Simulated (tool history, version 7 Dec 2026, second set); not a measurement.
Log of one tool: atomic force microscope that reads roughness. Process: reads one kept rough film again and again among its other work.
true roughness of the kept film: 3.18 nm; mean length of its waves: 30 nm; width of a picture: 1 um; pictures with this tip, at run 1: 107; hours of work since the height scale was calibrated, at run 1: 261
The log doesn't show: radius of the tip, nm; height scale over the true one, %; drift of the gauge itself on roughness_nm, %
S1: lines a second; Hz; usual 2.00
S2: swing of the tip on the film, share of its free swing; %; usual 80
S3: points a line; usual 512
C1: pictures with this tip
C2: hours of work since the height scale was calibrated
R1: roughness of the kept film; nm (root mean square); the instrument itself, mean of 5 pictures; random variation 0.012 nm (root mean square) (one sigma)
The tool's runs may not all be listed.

run	day	S1	S2	S3	C1	C2	R1
1	0.000	2.00	80	512	107	261	2.298
2	1.671	2.00	76	512	140	278	2.211
# day 2.012: new tip fitted
3	5.029	2.00	72	512	60	313	2.498
4	8.258	2.00	72	512	124	347	2.252
# day 9.183: new tip fitted
5	11.071	2.00	72	512	37	376	2.587
6	14.071	2.00	72	512	97	407	2.340
# day 16.579: new tip fitted
7	17.058	2.00	72	512	9	438	2.727
8	20.092	2.00	72	512	70	470	2.452
9	22.858	2.00	72	512	125	499	2.248
# day 23.800: new tip fitted
10	25.871	2.00	72	512	41	530	2.543
11	28.267	2.00	72	582	89	555	2.379
12	30.783	2.00	72	582	139	582	2.240
# day 31.042: new tip fitted
13	32.567	2.00	72	582	30	600	2.663
14	35.754	2.00	72	582	93	633	2.373
# day 38.283: new tip fitted
15	38.283	2.00	72	582	0	660	2.777
16	39.671	2.00	68	530	28	674	2.673
17	42.083	2.00	58	680	76	699	2.500
18	43.717	2.08	69	512	109	716	2.331
# day 45.575: new tip fitted
19	46.288	2.23	55	387	14	743	2.757
20	48.412	3.29	87	271	57	765	2.273

4 ways to go on from here, each from the tool as it stands after run 20. What would each give?
A	50.858	3.06	63	666	105	791	?
B	50.858	1.02	83	271	105	791	?
C	50.858	2.00	78	389	105	791	?
D	50.858	2.82	68	570	105	791	?

run	R1
A	2.362
B	2.353
C	2.312
D	2.339
Without the tool's hidden state the same runs would have given:
run	R1
A	2.777
B	2.764
C	2.718
D	2.751
